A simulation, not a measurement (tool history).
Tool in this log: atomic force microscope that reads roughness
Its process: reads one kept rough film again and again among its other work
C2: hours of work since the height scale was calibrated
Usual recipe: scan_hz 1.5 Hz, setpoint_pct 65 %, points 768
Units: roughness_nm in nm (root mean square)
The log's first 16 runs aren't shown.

run 17 hour=139.2 | scan_hz=1.5 setpoint_pct=65 points=618 | pictures_with_this_tip=201 C2=417 | roughness_nm=2.33
run 18 hour=146.5 | scan_hz=1.5 setpoint_pct=65 points=817 | pictures_with_this_tip=209 C2=422 | roughness_nm=2.338
run 19 hour=156.7 | scan_hz=1.5 setpoint_pct=65 points=817 | pictures_with_this_tip=221 C2=429 | roughness_nm=2.347
run 20 hour=164.9 | scan_hz=0.89 setpoint_pct=60 points=284 | pictures_with_this_tip=230 C2=435 | roughness_nm=2.395
-- hour=166.1 new tip fitted
run 21 hour=174.5 | scan_hz=0.89 setpoint_pct=60 points=284 | pictures_with_this_tip=9 C2=441 | roughness_nm=2.405
run 22 hour=182.3 | scan_hz=0.89 setpoint_pct=60 points=284 | pictures_with_this_tip=18 C2=447 | roughness_nm=2.393
run 23 hour=187.4 | scan_hz=0.68 setpoint_pct=88 points=755 | pictures_with_this_tip=23 C2=450 | roughness_nm=2.306
run 24 hour=194.1 | scan_hz=1.5 setpoint_pct=80 points=768 | pictures_with_this_tip=31 C2=455 | roughness_nm=2.211
run 25 hour=202.2 | scan_hz=1.5 setpoint_pct=80 points=768 | pictures_with_this_tip=40 C2=461 | roughness_nm=2.225
run 26 hour=208.5 | scan_hz=1.5 setpoint_pct=80 points=344 | pictures_with_this_tip=47 C2=465 | roughness_nm=2.208
run 27 hour=214 | scan_hz=1.23 setpoint_pct=74 points=299 | pictures_with_this_tip=53 C2=469 | roughness_nm=2.306
run 28 hour=224.6 | scan_hz=1.01 setpoint_pct=74 points=299 | pictures_with_this_tip=65 C2=476 | roughness_nm=2.312
run 29 hour=235.9 | scan_hz=1.01 setpoint_pct=74 points=299 | pictures_with_this_tip=77 C2=484 | roughness_nm=2.33
run 30 hour=246.5 | scan_hz=1.01 setpoint_pct=74 points=299 | pictures_with_this_tip=89 C2=492 | roughness_nm=2.316
run 31 hour=255.1 | scan_hz=1.1 setpoint_pct=55 points=768 | pictures_with_this_tip=99 C2=498 | roughness_nm=2.412
run 32 hour=265.2 | scan_hz=0.68 setpoint_pct=77 points=325 | pictures_with_this_tip=110 C2=505 | roughness_nm=2.352
run 33 hour=277.4 | scan_hz=2.87 setpoint_pct=77 points=468 | pictures_with_this_tip=124 C2=514 | roughness_nm=2.066
run 34 hour=286.4 | scan_hz=2.87 setpoint_pct=62 points=331 | pictures_with_this_tip=134 C2=520 | roughness_nm=2.28
run 35 hour=294 | scan_hz=2.87 setpoint_pct=62 points=331 | pictures_with_this_tip=142 C2=525 | roughness_nm=2.278

3 options for the next run, each taken on its own from the tool as it stands now. Forecast them:
run A hour=301.9 | scan_hz=1.3 setpoint_pct=67 points=331 | pictures_with_this_tip=151 C2=531 | roughness_nm=?
run B hour=301.9 | scan_hz=2.87 setpoint_pct=62 points=735 | pictures_with_this_tip=151 C2=531 | roughness_nm=?
run C hour=301.9 | scan_hz=2.87 setpoint_pct=57 points=331 | pictures_with_this_tip=151 C2=531 | roughness_nm=?

run=A roughness_nm=2.334
run=B roughness_nm=2.303
run=C roughness_nm=2.325
Without the tool's hidden state the same runs would have given:
run=A roughness_nm=2.338
run=B roughness_nm=2.306
run=C roughness_nm=2.329

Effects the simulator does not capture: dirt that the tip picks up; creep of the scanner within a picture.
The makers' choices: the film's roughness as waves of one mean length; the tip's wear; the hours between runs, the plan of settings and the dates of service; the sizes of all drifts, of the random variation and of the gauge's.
